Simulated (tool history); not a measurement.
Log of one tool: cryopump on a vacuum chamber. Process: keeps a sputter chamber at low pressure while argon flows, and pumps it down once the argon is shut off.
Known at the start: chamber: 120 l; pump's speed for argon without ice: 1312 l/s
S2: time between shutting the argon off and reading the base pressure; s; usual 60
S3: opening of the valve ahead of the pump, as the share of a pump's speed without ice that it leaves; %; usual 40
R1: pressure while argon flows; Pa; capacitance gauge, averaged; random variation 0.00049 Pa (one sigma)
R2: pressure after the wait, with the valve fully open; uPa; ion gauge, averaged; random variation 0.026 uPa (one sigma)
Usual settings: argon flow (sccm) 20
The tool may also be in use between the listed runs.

Run 1, hour 0.0: usual settings. Result: R1 0.0666 Pa, R2 2.79 uPa.
Run 2, hour 56.9: usual settings. Result: R1 0.0672 Pa, R2 2.78 uPa.
Run 3, hour 112.9: usual settings. Result: R1 0.0672 Pa, R2 2.76 uPa.
Run 4, hour 171.0: usual settings. Result: R1 0.0676 Pa, R2 2.92 uPa.
Run 5, hour 218.8: usual settings. Result: R1 0.0672 Pa, R2 2.91 uPa.
Run 6, hour 260.3: usual settings. Result: R1 0.0673 Pa, R2 3.10 uPa.
Run 7, hour 324.5: usual settings but S3 31 %. Result: R1 0.0859 Pa, R2 3.05 uPa.
Run 8, hour 371.0: usual settings but S3 29 %. Result: R1 0.0932 Pa, R2 3.10 uPa.
Run 9, hour 405.9: usual settings but S3 29 %. Result: R1 0.0941 Pa, R2 3.15 uPa.
Run 10, hour 468.5: usual settings but S3 29 %. Result: R1 0.0921 Pa, R2 3.19 uPa.
Run 11, hour 509.5: usual settings but S3 29 %. Result: R1 0.0930 Pa, R2 3.23 uPa.
Run 12, hour 540.5: usual settings but S2 73 s. Result: R1 0.0701 Pa, R2 2.95 uPa.
Run 13, hour 582.6: usual settings but S2 73 s. Result: R1 0.0694 Pa, R2 3.09 uPa.
Run 14, hour 639.9: usual settings but S2 73 s. Result: R1 0.0696 Pa, R2 3.18 uPa.
Run 15, hour 687.6: usual settings but S2 73 s. Result: R1 0.0703 Pa, R2 3.20 uPa.
Run 16, hour 737.3: usual settings but S2 73 s. Result: R1 0.0710 Pa, R2 3.29 uPa.
At hour 799.7: pump warmed up, emptied and cooled again.
Run 17, hour 806.8: usual settings but S2 73 s. Result: R1 0.0650 Pa, R2 2.90 uPa.
Run 18, hour 851.4: usual settings but S2 73 s. Result: R1 0.0658 Pa, R2 2.81 uPa.
Run 19, hour 914.5: usual settings but S2 143 s. Result: R1 0.0654 Pa, R2 2.53 uPa.
Run 20, hour 964.4: usual settings but S2 143 s, S3 17 %. Result: R1 0.1539 Pa, R2 2.63 uPa.
Run 21, hour 1023.4: usual settings but S2 143 s, S3 17 %. Result: R1 0.1524 Pa, R2 2.64 uPa.
Run 22, hour 1088.6: usual settings but S2 143 s, S3 17 %. Result: R1 0.1552 Pa, R2 2.62 uPa.
Run 23, hour 1146.1: usual settings but S3 38 %. Result: R1 0.0699 Pa, R2 3.16 uPa.
Run 24, hour 1189.8: usual settings but argon flow (sccm) 33, S2 36 s. Result: R1 0.1101 Pa, R2 3.83 uPa.
Run 25, hour 1244.8: usual settings but argon flow (sccm) 16, S2 24 s, S3 31 %. Result: R1 0.0681 Pa, R2 4.64 uPa.
Run 26, hour 1304.9: usual settings but argon flow (sccm) 16, S2 24 s, S3 31 %. Result: R1 0.0691 Pa, R2 4.66 uPa.
Run 27, hour 1340.6: usual settings but argon flow (sccm) 10, S2 222 s, S3 56 %. Result: R1 0.0244 Pa, R2 2.74 uPa.
Run 28, hour 1405.4: usual settings but S2 45 s, S3 22 %. Result: R1 0.1209 Pa, R2 3.71 uPa.
Run 29, hour 1441.9: usual settings but S2 45 s, S3 43 %. Result: R1 0.0639 Pa, R2 3.90 uPa.
Run 30, hour 1505.5: usual settings but argon flow (sccm) 17, S2 116 s, S3 16 %. Result: R1 0.1405 Pa, R2 3.04 uPa.
Run 31, hour 1543.1: usual settings but argon flow (sccm) 17, S2 116 s, S3 16 %. Result: R1 0.1410 Pa, R2 3.00 uPa.
Run 32, hour 1580.6: usual settings but argon flow (sccm) 15, S2 138 s, S3 47 %. Result: R1 0.0436 Pa, R2 3.08 uPa.
Run 33, hour 1632.5: usual settings but argon flow (sccm) 15, S2 138 s, S3 47 %. Result: R1 0.0445 Pa, R2 3.21 uPa.
Run 34, hour 1682.7: usual settings but argon flow (sccm) 16, S2 102 s, S3 45 %. Result: R1 0.0491 Pa, R2 3.26 uPa.

Measured less the same run without the tool's hidden state. The same run-to-run variation is in both; the gauge's scatter may not be:
The hidden state here: pump's speed, % of a pump's without ice; cold plate's temperature, K; leak into the chamber, uPa l/s; drift of the gauge itself on working_pa, %; drift of the gauge itself on base_upa, %.
run       R1     R2
  1  +0.0021  +1.67
  2  +0.0024  +1.67
  3  +0.0026  +1.70
  4  +0.0030  +1.80
  5  +0.0031  +1.79
  6  +0.0034  +1.91
  7  +0.0037  +1.93
  8  +0.0040  +1.96
  9  +0.0041  +2.02
 10  +0.0044  +2.04
 11  +0.0047  +2.09
 12  +0.0049  +2.04
 13  +0.0051  +2.13
 14  +0.0054  +2.19
 15  +0.0057  +2.23
 16  +0.0061  +2.30
 17  +0.0006  +1.90
 18  +0.0007  +1.86
 19  +0.0010  +1.92
 20  +0.0012  +1.98
 21  +0.0014  +2.02
 22  +0.0018  +2.02
 23  +0.0020  +2.07
 24  +0.0037  +2.13
 25  +0.0020  +2.20
 26  +0.0022  +2.20
 27  +0.0015  +2.28
 28  +0.0033  +2.29
 29  +0.0035  +2.42
 30  +0.0032  +2.39
 31  +0.0034  +2.37
 32  +0.0031  +2.45
 33  +0.0033  +2.58
 34  +0.0038  +2.51
